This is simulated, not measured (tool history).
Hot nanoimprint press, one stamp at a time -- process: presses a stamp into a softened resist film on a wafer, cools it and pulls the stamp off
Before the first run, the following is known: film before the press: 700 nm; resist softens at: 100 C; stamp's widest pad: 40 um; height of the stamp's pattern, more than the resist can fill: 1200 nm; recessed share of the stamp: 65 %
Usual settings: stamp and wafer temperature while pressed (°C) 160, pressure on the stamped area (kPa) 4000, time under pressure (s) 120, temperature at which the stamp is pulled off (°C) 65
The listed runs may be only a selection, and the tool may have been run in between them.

run   hour  stamp and wafer temperature while pressed (°C)  pressure on the stamped area (kPa)  time under pressure (s)  temperature at which the stamp is pulled off (°C)  resist left under the stamp's widest pad (Å)  greatest force while the stamp is pulled off (N)
  1      0                                             160                                4000                      120                                                 65                                          3907                                               107
  2   40.6                                             169                                4000                      120                                                 65                                          2393                                               115
  3  107.2                                             169                                4000                      120                                                 65                                          2423                                               117
     150.8  -- stamp cleaned and given a new release coat
  4  195.1                                             160                                4000                      120                                                 65                                          4052                                                99
  5  280.6                                             160                                4000                      120                                                 65                                          4115                                               107
  6  317.1                                             160                                4000                      120                                                 65                                          4115                                               107
  7  379.5                                             148                                3500                      137                                                 55                                          6253                                               132
     450.6  -- plate thermocouple calibrated
  8  450.6                                             160                                4000                      216                                                 65                                          3049                                               108
  9  493.5                                             164                                6150                      199                                                 65                                          2082                                               121
     512.5  -- stamp cleaned and given a new release coat
 10  559.1                                             160                                4000                       65                                                 65                                          4560                                                97

Run 11 comes next. What will it give?
 11  631.2                                             154                                4000                      120                                                 51                                             ?                                                 ?

For run 11 the tool returned resist left under the stamp's widest pad (Å) 5100, greatest force while the stamp is pulled off (N) 139.
Take away the tool's hidden state, keep the run-to-run variation as it was, and the same run would have given resist left under the stamp's widest pad (Å) 4833, greatest force while the stamp is pulled off (N) 127.
